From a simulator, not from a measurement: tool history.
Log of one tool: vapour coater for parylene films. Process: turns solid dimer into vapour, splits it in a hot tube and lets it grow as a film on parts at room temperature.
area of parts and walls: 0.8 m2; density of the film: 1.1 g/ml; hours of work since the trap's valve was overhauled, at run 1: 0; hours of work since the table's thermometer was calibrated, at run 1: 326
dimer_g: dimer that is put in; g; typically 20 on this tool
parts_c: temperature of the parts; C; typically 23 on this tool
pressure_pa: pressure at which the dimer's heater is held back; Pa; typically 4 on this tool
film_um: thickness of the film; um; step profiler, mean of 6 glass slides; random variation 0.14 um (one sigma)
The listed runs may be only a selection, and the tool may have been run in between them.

run,hour,dimer_g,parts_c,pressure_pa,hours of work since the trap's valve was overhauled,hours of work since the table's thermometer was calibrated,film_um
1,0,20,23,4,0,326,17.37
2,12.6,20,23,4,8,334,17.52
3,24.1,20,23,4,16,342,17.32
4,39.2,12,23,4,26,352,10.34
5,48.8,12,23,4,32,358,10.3
6,56,20,30,4,37,363,13.89
7,70.4,18,23,4,46,373,15.44
8,83,18,23,4,55,381,15.15
9,91.9,18,23,4,60,387,15.11
10,100.9,20,23,7.85,66,393,16.27
11,114.1,20,23,4,75,401,16.63
12,123,20,23,4,81,407,16.73
13,133.5,20,23,4,88,414,16.81
14,146.4,20,23,4,96,422,16.76
15,158.3,20,23,4,104,430,16.85
16,164.5,20,23,4,108,434,16.73
17,178.5,20,23,4,117,444,16.19
18,193.2,15,31,6.26,127,453,9.3
19,207.6,15,31,6.26,137,463,9.15
20,218.6,20,32,11.47,144,470,11.33
21,225.1,20,32,11.47,148,474,11.38
22,231.5,29,16,4.2,152,478,28.59
23,241.3,29,16,4.2,159,485,28.96
24,248.6,9,17,4.2,164,490,8.63
25,260.9,9,17,4.2,172,498,8.45
26,271.9,9,17,3.99,179,505,8.56
27,280.2,12,20,3.75,184,511,10.32
28,292.3,12,16,3.73,192,518,11.68
29,305.6,12,16,3.73,201,527,11.62

4 options for the next run, each taken on its own from the tool as it stands now. Forecast them:
A,317.7,20,23,2.27,209,535,?
B,317.7,9,17,3.73,209,535,?
C,317.7,12,17,4.44,209,535,?
D,317.7,12,22,2.14,209,535,?

run,film_um
A,16.03
B,8.26
C,11.04
D,9.93
What these runs would have given with no unlogged condition in the tool:
run,film_um
A,18.13
B,9.34
C,12.48
D,11.23

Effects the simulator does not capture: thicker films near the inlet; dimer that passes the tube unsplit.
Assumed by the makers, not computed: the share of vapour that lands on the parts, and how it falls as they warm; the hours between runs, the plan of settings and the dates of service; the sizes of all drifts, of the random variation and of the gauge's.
